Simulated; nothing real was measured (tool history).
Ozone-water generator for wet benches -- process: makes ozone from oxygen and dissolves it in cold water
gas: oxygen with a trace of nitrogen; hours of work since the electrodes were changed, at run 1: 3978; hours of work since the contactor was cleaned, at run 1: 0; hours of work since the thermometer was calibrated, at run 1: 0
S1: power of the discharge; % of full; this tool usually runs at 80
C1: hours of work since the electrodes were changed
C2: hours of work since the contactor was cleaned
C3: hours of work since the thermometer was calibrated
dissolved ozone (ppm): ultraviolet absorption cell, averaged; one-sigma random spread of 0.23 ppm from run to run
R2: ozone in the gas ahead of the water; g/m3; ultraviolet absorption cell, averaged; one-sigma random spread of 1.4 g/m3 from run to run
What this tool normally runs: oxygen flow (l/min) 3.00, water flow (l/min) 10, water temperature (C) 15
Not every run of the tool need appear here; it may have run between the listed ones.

run 1 hour=0.0 | S1=80 oxygen_flow_(l/min)=3.00 water_flow_(l/min)=10 water_temperature_(C)=15 | C1=3978 C2=0 C3=0 | dissolved_ozone_(ppm)=34.9 R2=253.2
run 2 hour=133.4 | S1=80 oxygen_flow_(l/min)=3.00 water_flow_(l/min)=10 water_temperature_(C)=15 | C1=4069 C2=91 C3=91 | dissolved_ozone_(ppm)=34.7 R2=254.4
run 3 hour=244.6 | S1=80 oxygen_flow_(l/min)=3.00 water_flow_(l/min)=10 water_temperature_(C)=15 | C1=4145 C2=167 C3=167 | dissolved_ozone_(ppm)=34.4 R2=254.2
run 4 hour=426.6 | S1=80 oxygen_flow_(l/min)=3.78 water_flow_(l/min)=10 water_temperature_(C)=15 | C1=4270 C2=291 C3=291 | dissolved_ozone_(ppm)=35.5 R2=230.8
run 5 hour=629.9 | S1=80 oxygen_flow_(l/min)=3.00 water_flow_(l/min)=10 water_temperature_(C)=15 | C1=4408 C2=430 C3=430 | dissolved_ozone_(ppm)=34.8 R2=253.0
run 6 hour=721.7 | S1=80 oxygen_flow_(l/min)=2.01 water_flow_(l/min)=10 water_temperature_(C)=15 | C1=4471 C2=493 C3=493 | dissolved_ozone_(ppm)=32.9 R2=299.9
run 7 hour=819.9 | S1=80 oxygen_flow_(l/min)=3.00 water_flow_(l/min)=10 water_temperature_(C)=19 | C1=4538 C2=560 C3=560 | dissolved_ozone_(ppm)=32.8 R2=251.4
run 8 hour=1029.3 | S1=80 oxygen_flow_(l/min)=3.00 water_flow_(l/min)=10 water_temperature_(C)=15 | C1=4681 C2=703 C3=703 | dissolved_ozone_(ppm)=34.7 R2=251.9
run 9 hour=1216.3 | S1=80 oxygen_flow_(l/min)=3.00 water_flow_(l/min)=10 water_temperature_(C)=15 | C1=4809 C2=830 C3=830 | dissolved_ozone_(ppm)=35.1 R2=251.7
run 10 hour=1392.1 | S1=80 oxygen_flow_(l/min)=3.00 water_flow_(l/min)=10 water_temperature_(C)=15 | C1=4929 C2=950 C3=950 | dissolved_ozone_(ppm)=34.8 R2=250.3
run 11 hour=1573.1 | S1=80 oxygen_flow_(l/min)=3.00 water_flow_(l/min)=10 water_temperature_(C)=15 | C1=5052 C2=1074 C3=1074 | dissolved_ozone_(ppm)=34.7 R2=252.6
run 12 hour=1686.1 | S1=80 oxygen_flow_(l/min)=2.63 water_flow_(l/min)=15 water_temperature_(C)=21 | C1=5129 C2=1151 C3=1151 | dissolved_ozone_(ppm)=22.4 R2=267.8
run 13 hour=1790.5 | S1=80 oxygen_flow_(l/min)=2.63 water_flow_(l/min)=15 water_temperature_(C)=21 | C1=5201 C2=1222 C3=1222 | dissolved_ozone_(ppm)=22.3 R2=266.6
run 14 hour=2000.0 | S1=80 oxygen_flow_(l/min)=2.63 water_flow_(l/min)=15 water_temperature_(C)=21 | C1=5343 C2=1365 C3=1365 | dissolved_ozone_(ppm)=22.1 R2=265.5
run 15 hour=2181.2 | S1=85 oxygen_flow_(l/min)=1.53 water_flow_(l/min)=6 water_temperature_(C)=9 | C1=5467 C2=1489 C3=1489 | dissolved_ozone_(ppm)=53.2 R2=359.0
run 16 hour=2272.4 | S1=85 oxygen_flow_(l/min)=1.53 water_flow_(l/min)=6 water_temperature_(C)=9 | C1=5529 C2=1551 C3=1551 | dissolved_ozone_(ppm)=53.6 R2=359.1
run 17 hour=2432.3 | S1=85 oxygen_flow_(l/min)=1.53 water_flow_(l/min)=6 water_temperature_(C)=9 | C1=5639 C2=1660 C3=1660 | dissolved_ozone_(ppm)=53.9 R2=353.9
run 18 hour=2604.1 | S1=85 oxygen_flow_(l/min)=1.53 water_flow_(l/min)=6 water_temperature_(C)=9 | C1=5756 C2=1778 C3=1778 | dissolved_ozone_(ppm)=53.4 R2=355.2
run 19 hour=2778.1 | S1=85 oxygen_flow_(l/min)=1.53 water_flow_(l/min)=6 water_temperature_(C)=9 | C1=5875 C2=1896 C3=1896 | dissolved_ozone_(ppm)=53.5 R2=353.8
run 20 hour=2909.8 | S1=85 oxygen_flow_(l/min)=1.53 water_flow_(l/min)=6 water_temperature_(C)=9 | C1=5965 C2=1986 C3=1986 | dissolved_ozone_(ppm)=53.8 R2=355.5
run 21 hour=3032.0 | S1=80 oxygen_flow_(l/min)=1.73 water_flow_(l/min)=6 water_temperature_(C)=15 | C1=6048 C2=2070 C3=2070 | dissolved_ozone_(ppm)=47.9 R2=315.2
run 22 hour=3207.7 | S1=80 oxygen_flow_(l/min)=3.00 water_flow_(l/min)=10 water_temperature_(C)=18 | C1=6168 C2=2190 C3=2190 | dissolved_ozone_(ppm)=33.3 R2=248.3

Same runs, no hidden state in the tool, same run-to-run variation:
The hidden state here: yield of the discharge, % of new electrodes'; contactor's efficiency, % of a clean one's; true water temperature over the reading, C; drift of the gauge itself on ozone_ppm, %; drift of the gauge itself on gas_g_m3, %.
run=1 R2=253.6
run=2 R2=255.0
run=3 R2=255.0
run=4 R2=231.7
run=5 R2=254.4
run=6 R2=301.7
run=7 R2=253.1
run=8 R2=254.0
run=9 R2=254.0
run=10 R2=252.9
run=11 R2=255.5
run=12 R2=271.1
run=13 R2=270.0
run=14 R2=269.3
run=15 R2=364.5
run=16 R2=364.9
run=17 R2=360.0
run=18 R2=361.7
run=19 R2=360.6
run=20 R2=362.7
run=21 R2=321.7
run=22 R2=253.8
For dissolved ozone (ppm), the value without the hidden state is never more than 0.2 from the measured value.
